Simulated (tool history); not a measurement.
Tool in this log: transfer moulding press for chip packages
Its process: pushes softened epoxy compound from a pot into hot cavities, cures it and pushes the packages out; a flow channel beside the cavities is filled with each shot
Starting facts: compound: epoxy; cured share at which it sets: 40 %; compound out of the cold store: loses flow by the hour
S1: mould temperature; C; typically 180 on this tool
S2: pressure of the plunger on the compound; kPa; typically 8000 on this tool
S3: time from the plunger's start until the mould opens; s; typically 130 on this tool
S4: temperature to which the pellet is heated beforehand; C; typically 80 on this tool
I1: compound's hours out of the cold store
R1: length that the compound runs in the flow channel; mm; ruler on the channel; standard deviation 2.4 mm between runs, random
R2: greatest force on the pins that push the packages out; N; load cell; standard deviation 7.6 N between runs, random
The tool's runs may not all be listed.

run 1 day=0.000 | S1=180 S2=8000 S3=130 S4=80 | I1=35.2 | R1=864 R2=514
run 2 day=1.571 | S1=180 S2=8000 S3=130 S4=80 | I1=18.4 | R1=901 R2=636
run 3 day=3.488 | S1=180 S2=8000 S3=130 S4=80 | I1=29.5 | R1=871 R2=683
-- day=3.888 plunger's sealing rings changed
-- day=4.500 cavities cleaned with cleaning compound and waxed
run 4 day=5.292 | S1=180 S2=8000 S3=130 S4=80 | I1=36.2 | R1=899 R2=456
run 5 day=7.408 | S1=180 S2=8000 S3=130 S4=80 | I1=37.7 | R1=882 R2=645
-- day=9.608 cavities cleaned with cleaning compound and waxed
run 6 day=10.196 | S1=180 S2=8000 S3=130 S4=80 | I1=35.6 | R1=879 R2=421
run 7 day=12.812 | S1=180 S2=8000 S3=130 S4=80 | I1=20.2 | R1=916 R2=646
-- day=14.688 cavities cleaned with cleaning compound and waxed
run 8 day=15.788 | S1=180 S2=8000 S3=130 S4=74 | I1=24.8 | R1=902 R2=501
run 9 day=18.921 | S1=180 S2=8000 S3=130 S4=80 | I1=20.4 | R1=903 R2=674
-- day=19.796 cavities cleaned with cleaning compound and waxed
run 10 day=22.233 | S1=180 S2=8000 S3=130 S4=80 | I1=29.3 | R1=873 R2=603
run 11 day=23.804 | S1=180 S2=8000 S3=130 S4=72 | I1=22.4 | R1=885 R2=679
-- day=24.796 cavities cleaned with cleaning compound and waxed
run 12 day=25.367 | S1=180 S2=8000 S3=130 S4=72 | I1=37.7 | R1=851 R2=427
run 13 day=27.717 | S1=181 S2=8000 S3=130 S4=72 | I1=19.8 | R1=881 R2=608
-- day=28.504 plunger's sealing rings changed
run 14 day=29.617 | S1=181 S2=8000 S3=149 S4=72 | I1=20.9 | R1=928 R2=609
-- day=29.925 cavities cleaned with cleaning compound and waxed
run 15 day=31.904 | S1=181 S2=8000 S3=149 S4=72 | I1=30.9 | R1=898 R2=513
run 16 day=33.988 | S1=181 S2=8000 S3=149 S4=72 | I1=27.1 | R1=901 R2=599
-- day=35.050 cavities cleaned with cleaning compound and waxed
run 17 day=36.679 | S1=181 S2=8000 S3=149 S4=72 | I1=9.1 | R1=945 R2=494
run 18 day=39.146 | S1=181 S2=8000 S3=149 S4=72 | I1=36.6 | R1=872 R2=608
-- day=40.183 cavities cleaned with cleaning compound and waxed
run 19 day=41.679 | S1=183 S2=9470 S3=127 S4=86 | I1=45.6 | R1=908 R2=495
run 20 day=43.254 | S1=183 S2=9470 S3=127 S4=86 | I1=29.7 | R1=945 R2=557
-- day=45.333 cavities cleaned with cleaning compound and waxed
-- day=46.312 mould's thermocouples calibrated
run 21 day=47.025 | S1=183 S2=9470 S3=127 S4=86 | I1=12.6 | R1=984 R2=522
run 22 day=49.942 | S1=179 S2=6640 S3=130 S4=80 | I1=12.7 | R1=829 R2=704
-- day=50.408 cavities cleaned with cleaning compound and waxed
run 23 day=51.738 | S1=179 S2=6640 S3=130 S4=80 | I1=35.5 | R1=782 R2=539
-- day=53.179 plunger's sealing rings changed
run 24 day=55.188 | S1=179 S2=6640 S3=130 S4=80 | I1=38.3 | R1=812 R2=664
-- day=55.662 cavities cleaned with cleaning compound and waxed
run 25 day=58.279 | S1=180 S2=8000 S3=150 S4=80 | I1=14.3 | R1=944 R2=540
-- day=60.800 cavities cleaned with cleaning compound and waxed
run 26 day=61.300 | S1=180 S2=8000 S3=150 S4=80 | I1=15.3 | R1=928 R2=382
run 27 day=64.671 | S1=180 S2=9770 S3=130 S4=71 | I1=8.4 | R1=1045 R2=664

Alternative continuations, all from the tool just after run 27; predict every row:
-- day=65.842 cavities cleaned with cleaning compound and waxed
run A day=67.012 | S1=177 S2=9770 S3=130 S4=71 | I1=45.3 | R1=? R2=?
-- day=65.842 cavities cleaned with cleaning compound and waxed
run B day=67.012 | S1=180 S2=9770 S3=117 S4=71 | I1=18.2 | R1=? R2=?
-- day=65.842 cavities cleaned with cleaning compound and waxed
run C day=67.012 | S1=180 S2=6740 S3=130 S4=84 | I1=21.4 | R1=? R2=?

run=A R1=950 R2=569
run=B R1=1002 R2=569
run=C R1=827 R2=479
The same runs, with their run-to-run variation unchanged, on a tool lacking any hidden condition would have given:
run=A R1=983 R2=383
run=B R1=1037 R2=379
run=C R1=856 R2=316
